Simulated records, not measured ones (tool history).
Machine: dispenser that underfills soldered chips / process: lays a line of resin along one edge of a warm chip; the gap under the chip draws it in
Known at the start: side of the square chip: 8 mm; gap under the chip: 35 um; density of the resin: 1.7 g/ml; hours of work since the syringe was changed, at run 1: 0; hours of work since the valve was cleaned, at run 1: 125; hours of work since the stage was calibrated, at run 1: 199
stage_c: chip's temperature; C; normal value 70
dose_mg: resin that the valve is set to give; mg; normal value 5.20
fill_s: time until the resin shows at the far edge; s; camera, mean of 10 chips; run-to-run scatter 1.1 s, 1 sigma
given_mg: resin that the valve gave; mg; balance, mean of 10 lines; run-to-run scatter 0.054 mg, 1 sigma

| run | hour | stage_c | dose_mg | hours of work since the syringe was changed | hours of work since the valve was cleaned | hours of work since the stage was calibrated | fill_s | given_mg |
|---|---|---|---|---|---|---|---|---|
| 1 | 0.0 | 70 | 5.20 | 0 | 125 | 199 | 117.7 | 4.65 |
| 2 | 4.0 | 70 | 5.20 | 3 | 128 | 202 | 141.6 | 4.86 |
| 3 | 8.9 | 57 | 5.20 | 6 | 131 | 205 | 347.4 | 4.70 |
|  | 11.2 | new syringe of resin |
| 4 | 13.2 | 57 | 5.17 | 1 | 134 | 208 | 252.3 | 4.75 |
| 5 | 18.8 | 70 | 5.20 | 5 | 138 | 211 | 160.8 | 4.71 |
|  | 22.4 | new syringe of resin |
| 6 | 22.6 | 70 | 5.20 | 0 | 140 | 214 | 120.0 | 4.66 |
| 7 | 27.0 | 74 | 5.20 | 3 | 143 | 216 | 118.4 | 4.68 |
| 8 | 30.2 | 74 | 5.20 | 5 | 145 | 219 | 136.8 | 4.73 |
|  | 31.8 | dispensing valve cleaned and set on the balance |
|  | 34.4 | new syringe of resin |
| 9 | 38.4 | 66 | 4.52 | 3 | 4 | 223 | 179.2 | 4.54 |
| 10 | 42.3 | 71 | 6.68 | 5 | 7 | 226 | 151.1 | 6.66 |
|  | 45.4 | new syringe of resin |
| 11 | 46.6 | 71 | 6.68 | 1 | 9 | 228 | 112.1 | 6.65 |
| 12 | 51.9 | 68 | 5.15 | 4 | 13 | 232 | 170.8 | 5.05 |

Forecast each of these 4 alternatives for the next run:
|  | 56.3 | new syringe of resin |
| A | 59.5 | 68 | 6.12 | 2 | 17 | 236 | ? | ? |
|  | 56.3 | new syringe of resin |
| B | 59.5 | 85 | 5.15 | 2 | 17 | 236 | ? | ? |
|  | 56.3 | new syringe of resin |
| C | 59.5 | 80 | 4.80 | 2 | 17 | 236 | ? | ? |
|  | 56.3 | new syringe of resin |
| D | 59.5 | 56 | 5.15 | 2 | 17 | 236 | ? | ? |

| run | fill_s | given_mg |
|---|---|---|
| A | 142.0 | 6.12 |
| B | 63.6 | 5.03 |
| C | 81.5 | 4.71 |
| D | 287.0 | 5.15 |
Take away the tool's hidden state, keep each run's random variation, and the runs would have read:
| run | fill_s | given_mg |
|---|---|---|
| A | 114.1 | 6.18 |
| B | 51.4 | 5.09 |
| C | 65.7 | 4.77 |
| D | 228.8 | 5.21 |
